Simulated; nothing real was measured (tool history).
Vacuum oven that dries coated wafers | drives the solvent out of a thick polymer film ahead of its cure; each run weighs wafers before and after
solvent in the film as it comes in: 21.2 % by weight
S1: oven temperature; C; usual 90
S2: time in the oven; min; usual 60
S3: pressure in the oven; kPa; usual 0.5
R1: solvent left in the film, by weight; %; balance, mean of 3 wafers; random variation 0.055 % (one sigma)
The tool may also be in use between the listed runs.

run,day,S1,S2,S3,R1
1,0,90,60,0.5,2.29
2,0.308,90,60,0.5,2.35
3,0.729,90,60,0.881,2.87
4,1.196,90,60,0.5,2.32
5,1.692,90,60,0.5,2.26
6,2.117,90,60,0.5,2.33
7,2.667,90,39,0.5,4.29
8,3.038,102,60,0.5,0.62
9,3.317,90,59,0.5,2.45
10,3.642,76,60,0.5,8.43
11,4.138,90,60,0.5,2.35
12,4.525,90,60,0.5,2.37
13,4.946,90,60,0.5,2.31
14,5.458,90,60,0.5,2.27
15,5.771,90,60,0.5,2.32
16,6.033,78,60,0.5,7.43
17,6.512,78,60,0.5,7.58
18,6.862,85,60,0.5,4.18
19,7.321,90,52,0.5,2.84
20,7.621,90,52,0.5,2.86
21,7.9,90,52,0.5,2.94
22,8.362,90,52,0.5,2.86
23,8.775,90,60,0.5,2.32
24,9.325,90,32,0.5,5.19
25,9.733,90,32,0.5,5.42
26,9.962,90,32,0.5,5.35
27,10.396,103,38,0.5,0.85
28,10.821,76,38,0.824,11.38
29,11.242,93,54,0.5,1.88
30,11.788,93,54,1.592,3.33
31,12.238,93,54,1.592,3.45
32,12.788,94,100,0.5,0.82
33,13.338,90,105,0.54,1.18
34,13.658,79,51,1.968,10.75
35,14.217,100,42,0.63,1.34
36,14.512,102,42,1.6,1.97
37,15.038,102,42,1.6,2.14
38,15.567,98,41,0.396,1.4
39,15.817,98,68,0.5,0.8
40,16.225,77,52,0.564,8.94
41,16.633,92,60,0.429,1.59
42,17.033,105,60,0.885,0.8
43,17.504,76,63,1.201,9.67
44,17.858,90,60,1.195,3.55
45,18.412,84,42,1.22,7.94
46,18.671,85,82,0.292,2.33
47,18.996,99,61,0.292,0.45

Forecast each of these 4 alternatives for the next run:
A,19.354,99,43,0.353,?
B,19.354,87,47,0.277,?
C,19.354,93,37,0.253,?
D,19.354,103,35,1.937,?

run,R1
A,1
B,4.16
C,2.95
D,2.47
Without the tool's hidden state the same runs would have given:
run,R1
A,0.99
B,4.13
C,2.93
D,2.45

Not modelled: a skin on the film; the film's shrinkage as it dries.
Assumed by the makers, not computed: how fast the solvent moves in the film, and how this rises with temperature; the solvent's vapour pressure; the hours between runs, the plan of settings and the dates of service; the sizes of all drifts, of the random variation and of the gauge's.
